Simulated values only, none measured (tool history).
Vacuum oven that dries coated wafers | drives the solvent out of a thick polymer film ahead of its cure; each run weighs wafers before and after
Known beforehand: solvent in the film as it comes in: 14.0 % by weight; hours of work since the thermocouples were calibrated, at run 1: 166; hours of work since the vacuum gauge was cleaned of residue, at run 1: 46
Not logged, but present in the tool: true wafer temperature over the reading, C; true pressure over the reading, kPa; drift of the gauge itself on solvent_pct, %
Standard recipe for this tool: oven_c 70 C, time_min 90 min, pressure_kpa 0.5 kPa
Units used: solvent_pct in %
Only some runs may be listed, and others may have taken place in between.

run	hour	oven_c	time_min	pressure_kpa	hours of work since the thermocouples were calibrated	hours of work since the vacuum gauge was cleaned of residue	solvent_pct
1	0.0	70	90	0.5	166	46	1.34
2	16.5	70	90	0.5	174	54	1.35
3	36.1	71	90	0.5	183	63	1.27
4	53.2	71	90	0.5	191	71	1.21
5	64.3	71	90	0.5	196	76	1.23
6	81.1	71	90	0.5	204	84	1.27
7	107.3	70	90	0.5	216	96	1.35
8	128.8	70	90	0.5	226	106	1.35
9	143.4	70	90	0.5	233	112	1.34
10	158.7	70	90	0.5	240	120	1.35
11	177.7	70	90	0.5	249	128	1.34
12	191.0	74	152	0.5	255	135	0.53

Forecast run 13:
13	202.5	74	95	0.5	260	140	?

{"run 13": {"solvent_pct": 0.88}}
On a tool with no hidden condition, and with the same random variation, this run would have come out at solvent_pct 0.91 %.
